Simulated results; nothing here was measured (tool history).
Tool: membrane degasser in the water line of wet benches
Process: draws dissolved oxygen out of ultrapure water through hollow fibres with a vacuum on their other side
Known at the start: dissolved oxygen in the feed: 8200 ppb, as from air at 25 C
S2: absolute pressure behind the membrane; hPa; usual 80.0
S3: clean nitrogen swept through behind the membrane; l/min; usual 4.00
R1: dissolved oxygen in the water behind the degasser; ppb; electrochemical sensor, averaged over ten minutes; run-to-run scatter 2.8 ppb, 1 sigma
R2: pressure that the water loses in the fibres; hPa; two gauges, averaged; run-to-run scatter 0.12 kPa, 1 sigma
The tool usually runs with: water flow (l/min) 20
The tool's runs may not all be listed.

run 1 day=0.000 | water_flow_(l/min)=20 S2=80.0 S3=4.00 | R1=295.0 R2=342.0
run 2 day=6.438 | water_flow_(l/min)=20 S2=80.0 S3=4.00 | R1=292.1 R2=338.6
run 3 day=9.971 | water_flow_(l/min)=20 S2=80.0 S3=4.00 | R1=297.3 R2=339.4
-- day=14.483 seals of the vacuum lines changed
run 4 day=14.604 | water_flow_(l/min)=20 S2=80.0 S3=4.00 | R1=287.1 R2=338.3
run 5 day=21.929 | water_flow_(l/min)=16 S2=80.0 S3=4.00 | R1=176.3 R2=273.5
run 6 day=26.450 | water_flow_(l/min)=16 S2=80.0 S3=4.00 | R1=179.2 R2=274.0
run 7 day=30.508 | water_flow_(l/min)=20 S2=80.0 S3=4.00 | R1=293.1 R2=340.8
run 8 day=35.458 | water_flow_(l/min)=20 S2=125.1 S3=4.00 | R1=343.5 R2=342.5
run 9 day=39.658 | water_flow_(l/min)=20 S2=80.0 S3=4.00 | R1=292.7 R2=341.4
-- day=40.179 vacuum gauge calibrated
run 10 day=43.533 | water_flow_(l/min)=20 S2=80.0 S3=4.00 | R1=299.6 R2=343.1
run 11 day=50.746 | water_flow_(l/min)=15 S2=80.0 S3=4.00 | R1=156.9 R2=256.6
run 12 day=54.425 | water_flow_(l/min)=20 S2=94.0 S3=4.00 | R1=315.3 R2=340.9
run 13 day=61.029 | water_flow_(l/min)=20 S2=94.0 S3=4.00 | R1=316.2 R2=342.7
run 14 day=67.750 | water_flow_(l/min)=16 S2=113.9 S3=4.00 | R1=218.0 R2=274.2
-- day=72.621 vacuum gauge calibrated, once more
run 15 day=74.033 | water_flow_(l/min)=18 S2=80.0 S3=11.84 | R1=203.5 R2=310.1
run 16 day=78.233 | water_flow_(l/min)=18 S2=80.0 S3=11.84 | R1=209.9 R2=311.4
run 17 day=85.350 | water_flow_(l/min)=25 S2=80.0 S3=2.52 | R1=506.7 R2=431.0
run 18 day=91.854 | water_flow_(l/min)=16 S2=120.6 S3=2.52 | R1=269.9 R2=276.3
run 19 day=99.038 | water_flow_(l/min)=16 S2=120.6 S3=2.52 | R1=269.6 R2=277.3
run 20 day=105.000 | water_flow_(l/min)=16 S2=120.6 S3=2.52 | R1=272.0 R2=277.3
run 21 day=108.225 | water_flow_(l/min)=14 S2=88.0 S3=6.14 | R1=127.0 R2=241.6
run 22 day=111.538 | water_flow_(l/min)=14 S2=88.0 S3=6.14 | R1=125.8 R2=244.0
run 23 day=116.062 | water_flow_(l/min)=30 S2=67.4 S3=6.14 | R1=621.2 R2=520.4
run 24 day=120.592 | water_flow_(l/min)=30 S2=67.4 S3=6.14 | R1=626.2 R2=520.1

Forecast each of these 5 alternatives for the next run:
run A day=125.571 | water_flow_(l/min)=27 S2=73.8 S3=1.92 | R1=? R2=?
run B day=125.571 | water_flow_(l/min)=31 S2=153.3 S3=8.48 | R1=? R2=?
run C day=125.571 | water_flow_(l/min)=20 S2=80.0 S3=3.32 | R1=? R2=?
run D day=125.571 | water_flow_(l/min)=17 S2=67.4 S3=6.14 | R1=? R2=?
run E day=125.571 | water_flow_(l/min)=30 S2=67.4 S3=2.99 | R1=? R2=?

run=A R1=605.7 R2=466.7
run=B R1=714.8 R2=538.3
run=C R1=322.2 R2=347.5
run=D R1=190.4 R2=294.6
run=E R1=647.3 R2=521.5
Without the tool's unlogged condition, the same runs would have read:
run=A R1=564.3 R2=453.7
run=B R1=669.6 R2=523.3
run=C R1=295.6 R2=337.8
run=D R1=171.6 R2=286.4
run=E R1=603.0 R2=507.0
